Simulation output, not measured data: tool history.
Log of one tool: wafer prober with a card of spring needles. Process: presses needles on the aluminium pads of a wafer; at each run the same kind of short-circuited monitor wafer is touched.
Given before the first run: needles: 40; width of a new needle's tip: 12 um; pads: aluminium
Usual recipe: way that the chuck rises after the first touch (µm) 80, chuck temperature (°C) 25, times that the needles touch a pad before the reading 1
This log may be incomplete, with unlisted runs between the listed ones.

| run | hour | way that the chuck rises after the first touch (µm) | chuck temperature (°C) | times that the needles touch a pad before the reading | resistance of one needle with its contact and lead (mohm) | way that a needle slides on the pad (µm) |
|---|---|---|---|---|---|---|
| 1 | 0.0 | 80 | 25 | 1 | 203 | 17.75 |
|  | 10.9 | tips cleaned on abrasive film |
| 2 | 19.2 | 80 | 25 | 3 | 204 | 17.77 |
|  | 23.6 | tips cleaned on abrasive film |
| 3 | 34.2 | 100 | 25 | 1 | 212 | 22.29 |
|  | 36.4 | tips cleaned on abrasive film |
|  | 43.6 | height of the first contact set anew |
| 4 | 45.0 | 80 | 25 | 1 | 223 | 18.26 |
|  | 49.7 | tips cleaned on abrasive film |
| 5 | 57.4 | 80 | 25 | 1 | 216 | 18.10 |
|  | 63.0 | tips cleaned on abrasive film |
| 6 | 68.2 | 80 | 25 | 1 | 211 | 18.00 |
|  | 75.4 | tips cleaned on abrasive film |
| 7 | 81.6 | 80 | 25 | 1 | 213 | 17.98 |
|  | 88.2 | tips cleaned on abrasive film |
| 8 | 99.6 | 80 | 25 | 1 | 227 | 18.00 |
|  | 100.9 | tips cleaned on abrasive film |
|  | 113.2 | tips cleaned on abrasive film |
| 9 | 114.4 | 80 | 25 | 1 | 200 | 17.93 |
|  | 126.5 | tips cleaned on abrasive film |
| 10 | 131.5 | 80 | 25 | 1 | 214 | 17.91 |
|  | 139.4 | tips cleaned on abrasive film |
| 11 | 141.1 | 80 | 39 | 1 | 203 | 17.85 |
|  | 152.5 | tips cleaned on abrasive film |
| 12 | 153.9 | 80 | 39 | 1 | 201 | 17.86 |
|  | 166.0 | tips cleaned on abrasive film |
| 13 | 167.8 | 80 | 39 | 1 | 206 | 17.72 |
| 14 | 178.1 | 80 | 39 | 1 | 226 | 17.75 |
|  | 179.7 | tips cleaned on abrasive film |
|  | 192.4 | tips cleaned on abrasive film |
| 15 | 195.4 | 80 | 39 | 1 | 211 | 17.74 |
|  | 205.8 | tips cleaned on abrasive film |
| 16 | 208.3 | 68 | 25 | 1 | 213 | 15.07 |
|  | 219.5 | tips cleaned on abrasive film |
| 17 | 222.4 | 68 | 25 | 1 | 216 | 15.03 |
|  | 232.0 | tips cleaned on abrasive film |
| 18 | 233.2 | 68 | 97 | 1 | 220 | 15.01 |
|  | 245.0 | tips cleaned on abrasive film |
| 19 | 251.7 | 68 | 97 | 2 | 231 | 14.87 |
|  | 258.5 | tips cleaned on abrasive film |
|  | 271.8 | tips cleaned on abrasive film |
| 20 | 271.8 | 65 | 97 | 1 | 216 | 14.31 |
|  | 284.9 | tips cleaned on abrasive film |
| 21 | 290.2 | 96 | 33 | 1 | 209 | 21.26 |
|  | 297.9 | tips cleaned on abrasive film |
| 22 | 308.8 | 96 | 123 | 1 | 236 | 21.12 |
|  | 310.4 | tips cleaned on abrasive film |
|  | 316.5 | height of the first contact set anew |
|  | 323.0 | tips cleaned on abrasive film |
| 23 | 329.2 | 96 | 123 | 1 | 227 | 21.73 |
|  | 336.4 | tips cleaned on abrasive film |
| 24 | 345.8 | 80 | 25 | 2 | 211 | 18.05 |
|  | 348.8 | tips cleaned on abrasive film |
| 25 | 360.8 | 80 | 25 | 2 | 214 | 17.99 |
|  | 362.6 | tips cleaned on abrasive film |
| 26 | 370.8 | 82 | 50 | 1 | 229 | 18.41 |
|  | 375.8 | tips cleaned on abrasive film |
| 27 | 381.7 | 92 | 84 | 2 | 215 | 20.67 |

Run 28 comes next. What will it give?
|  | 389.0 | tips cleaned on abrasive film |
| 28 | 393.4 | 69 | 27 | 2 | ? | ? |

Run 28 yielded resistance of one needle with its contact and lead (mohm) 214, way that a needle slides on the pad (µm) 15.42.
Were there no unlogged condition in the tool, this run, its random variation unchanged, would have produced resistance of one needle with its contact and lead (mohm) 195, way that a needle slides on the pad (µm) 15.56.

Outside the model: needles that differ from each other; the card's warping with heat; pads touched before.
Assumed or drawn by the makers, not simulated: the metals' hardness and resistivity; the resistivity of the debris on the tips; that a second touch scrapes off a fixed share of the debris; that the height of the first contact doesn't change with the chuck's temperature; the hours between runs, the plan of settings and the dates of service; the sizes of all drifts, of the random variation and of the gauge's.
